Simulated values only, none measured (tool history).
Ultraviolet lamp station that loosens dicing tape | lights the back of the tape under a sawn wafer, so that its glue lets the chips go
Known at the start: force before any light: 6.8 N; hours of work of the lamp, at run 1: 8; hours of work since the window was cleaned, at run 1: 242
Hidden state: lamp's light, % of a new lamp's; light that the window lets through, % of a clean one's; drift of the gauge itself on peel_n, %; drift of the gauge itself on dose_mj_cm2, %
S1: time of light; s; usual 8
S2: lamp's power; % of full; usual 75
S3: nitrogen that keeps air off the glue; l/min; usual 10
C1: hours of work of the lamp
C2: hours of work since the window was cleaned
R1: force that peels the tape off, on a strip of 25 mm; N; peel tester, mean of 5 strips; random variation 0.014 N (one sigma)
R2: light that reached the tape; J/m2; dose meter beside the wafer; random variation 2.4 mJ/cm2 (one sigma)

{"run": 1, "hour": 0.0, "S1": 8, "S2": 75, "S3": 10, "C1": 8, "C2": 242, "R1": 0.752, "R2": 2490}
{"run": 2, "hour": 6.5, "S1": 8, "S2": 75, "S3": 10, "C1": 13, "C2": 247, "R1": 0.722, "R2": 2520}
{"run": 3, "hour": 18.0, "S1": 8, "S2": 75, "S3": 10, "C1": 22, "C2": 256, "R1": 0.76, "R2": 2460}
{"run": 4, "hour": 26.3, "S1": 8, "S2": 75, "S3": 10, "C1": 28, "C2": 262, "R1": 0.751, "R2": 2470}
{"run": 5, "hour": 33.4, "S1": 8, "S2": 75, "S3": 10, "C1": 34, "C2": 268, "R1": 0.755, "R2": 2480}
{"run": 6, "hour": 45.5, "S1": 8, "S2": 75, "S3": 10, "C1": 43, "C2": 277, "R1": 0.745, "R2": 2440}
{"run": 7, "hour": 55.1, "S1": 8, "S2": 75, "S3": 10, "C1": 50, "C2": 284, "R1": 0.775, "R2": 2430}
{"run": 8, "hour": 60.6, "S1": 8, "S2": 75, "S3": 13, "C1": 55, "C2": 289, "R1": 0.626, "R2": 2410}
{"run": 9, "hour": 69.2, "S1": 8, "S2": 90, "S3": 10, "C1": 61, "C2": 295, "R1": 0.539, "R2": 2880}
{"run": 10, "hour": 80.1, "S1": 8, "S2": 90, "S3": 10, "C1": 70, "C2": 304, "R1": 0.55, "R2": 2910}
{"run": 11, "hour": 88.8, "S1": 8, "S2": 90, "S3": 10, "C1": 76, "C2": 310, "R1": 0.561, "R2": 2860}
{"run": 12, "hour": 99.6, "S1": 8, "S2": 90, "S3": 10, "C1": 85, "C2": 319, "R1": 0.562, "R2": 2810}
{"run": 13, "hour": 108.7, "S1": 8, "S2": 96, "S3": 10, "C1": 92, "C2": 326, "R1": 0.494, "R2": 3010}
{"run": 14, "hour": 119.7, "S1": 8, "S2": 96, "S3": 10, "C1": 100, "C2": 334, "R1": 0.514, "R2": 3050}
{"run": 15, "hour": 130.2, "S1": 8, "S2": 96, "S3": 10, "C1": 108, "C2": 342, "R1": 0.525, "R2": 3020}
{"run": 16, "hour": 137.7, "S1": 8, "S2": 96, "S3": 10, "C1": 114, "C2": 348, "R1": 0.524, "R2": 3080}
{"run": 17, "hour": 143.6, "S1": 8, "S2": 92, "S3": 10, "C1": 118, "C2": 352, "R1": 0.557, "R2": 2910}
{"run": 18, "hour": 154.8, "S1": 8, "S2": 75, "S3": 10, "C1": 127, "C2": 361, "R1": 0.82, "R2": 2300}
{"run": 19, "hour": 167.2, "S1": 8, "S2": 75, "S3": 8, "C1": 137, "C2": 371, "R1": 0.977, "R2": 2360}
{"run": 20, "hour": 176.9, "S1": 8, "S2": 91, "S3": 10, "C1": 144, "C2": 378, "R1": 0.584, "R2": 2820}
{"run": 21, "hour": 189.5, "S1": 8, "S2": 75, "S3": 10, "C1": 154, "C2": 388, "R1": 0.86, "R2": 2300}
{"run": 22, "hour": 201.1, "S1": 8, "S2": 75, "S3": 10, "C1": 163, "C2": 397, "R1": 0.845, "R2": 2320}
{"run": 23, "hour": 213.7, "S1": 8, "S2": 75, "S3": 10, "C1": 172, "C2": 406, "R1": 0.894, "R2": 2230}
{"run": 24, "hour": 222.0, "S1": 6, "S2": 98, "S3": 10, "C1": 179, "C2": 413, "R1": 0.903, "R2": 2230}
{"run": 25, "hour": 234.4, "S1": 6, "S2": 98, "S3": 10, "C1": 188, "C2": 422, "R1": 0.896, "R2": 2250}
{"run": 26, "hour": 240.0, "S1": 7, "S2": 75, "S3": 4, "C1": 193, "C2": 427, "R1": 1.881, "R2": 1980}
{"run": 27, "hour": 250.9, "S1": 15, "S2": 98, "S3": 5, "C1": 201, "C2": 435, "R1": 0.281, "R2": 5520}
{"run": 28, "hour": 258.5, "S1": 7, "S2": 82, "S3": 5, "C1": 207, "C2": 441, "R1": 1.486, "R2": 2160}
{"run": 29, "hour": 265.5, "S1": 7, "S2": 82, "S3": 5, "C1": 212, "C2": 446, "R1": 1.498, "R2": 2180}
{"run": 30, "hour": 278.0, "S1": 7, "S2": 82, "S3": 5, "C1": 222, "C2": 456, "R1": 1.508, "R2": 2150}
{"run": 31, "hour": 284.4, "S1": 7, "S2": 82, "S3": 5, "C1": 227, "C2": 461, "R1": 1.528, "R2": 2130}
{"run": 32, "hour": 290.7, "S1": 7, "S2": 78, "S3": 5, "C1": 232, "C2": 466, "R1": 1.63, "R2": 2040}
{"run": 33, "hour": 299.1, "S1": 8, "S2": 95, "S3": 14, "C1": 238, "C2": 472, "R1": 0.47, "R2": 2810}
{"run": 34, "hour": 304.7, "S1": 8, "S2": 63, "S3": 12, "C1": 243, "C2": 477, "R1": 1.107, "R2": 1810}
{"run": 35, "hour": 311.7, "S1": 10, "S2": 68, "S3": 5, "C1": 248, "C2": 482, "R1": 1.212, "R2": 2490}
{"run": 36, "hour": 323.3, "S1": 9, "S2": 69, "S3": 10, "C1": 257, "C2": 491, "R1": 0.894, "R2": 2270}
{"run": 37, "hour": 335.0, "S1": 8, "S2": 87, "S3": 10, "C1": 266, "C2": 500, "R1": 0.708, "R2": 2540}
{"run": 38, "hour": 342.2, "S1": 16, "S2": 67, "S3": 8, "C1": 271, "C2": 505, "R1": 0.371, "R2": 3890}
{"run": 39, "hour": 347.6, "S1": 7, "S2": 72, "S3": 5, "C1": 276, "C2": 510, "R1": 1.89, "R2": 1790}
{"run": 40, "hour": 357.8, "S1": 7, "S2": 72, "S3": 5, "C1": 283, "C2": 517, "R1": 1.878, "R2": 1810}
{"run": 41, "hour": 369.6, "S1": 8, "S2": 81, "S3": 10, "C1": 292, "C2": 526, "R1": 0.845, "R2": 2340}
{"run": 42, "hour": 380.8, "S1": 8, "S2": 81, "S3": 10, "C1": 301, "C2": 535, "R1": 0.844, "R2": 2320}
{"run": 43, "hour": 391.7, "S1": 4, "S2": 93, "S3": 10, "C1": 309, "C2": 543, "R1": 2.005, "R2": 1310}
{"run": 44, "hour": 399.0, "S1": 8, "S2": 76, "S3": 10, "C1": 315, "C2": 549, "R1": 0.965, "R2": 2150}
{"run": 45, "hour": 411.5, "S1": 7, "S2": 76, "S3": 10, "C1": 325, "C2": 559, "R1": 1.15, "R2": 1870}

Hidden state or all else? Some run-to-run changes of R1, split into what the settings, what came in and random variation would give without the hidden state, and what is left for the hidden state (with any gauge scatter that isn't in both results):
Run 26 -> 27: S1 7 -> 15, S2 75 -> 98, S3 4 -> 5. R1 -1.6 N: hidden state -0.326, all else -1.274.
Run 27 -> 28: S1 15 -> 7, S2 98 -> 82. R1 +1.205 N: hidden state +0.298, all else +0.907.
Run 38 -> 39: S1 16 -> 7, S2 67 -> 72, S3 8 -> 5. R1 +1.519 N: hidden state +0.367, all else +1.152.

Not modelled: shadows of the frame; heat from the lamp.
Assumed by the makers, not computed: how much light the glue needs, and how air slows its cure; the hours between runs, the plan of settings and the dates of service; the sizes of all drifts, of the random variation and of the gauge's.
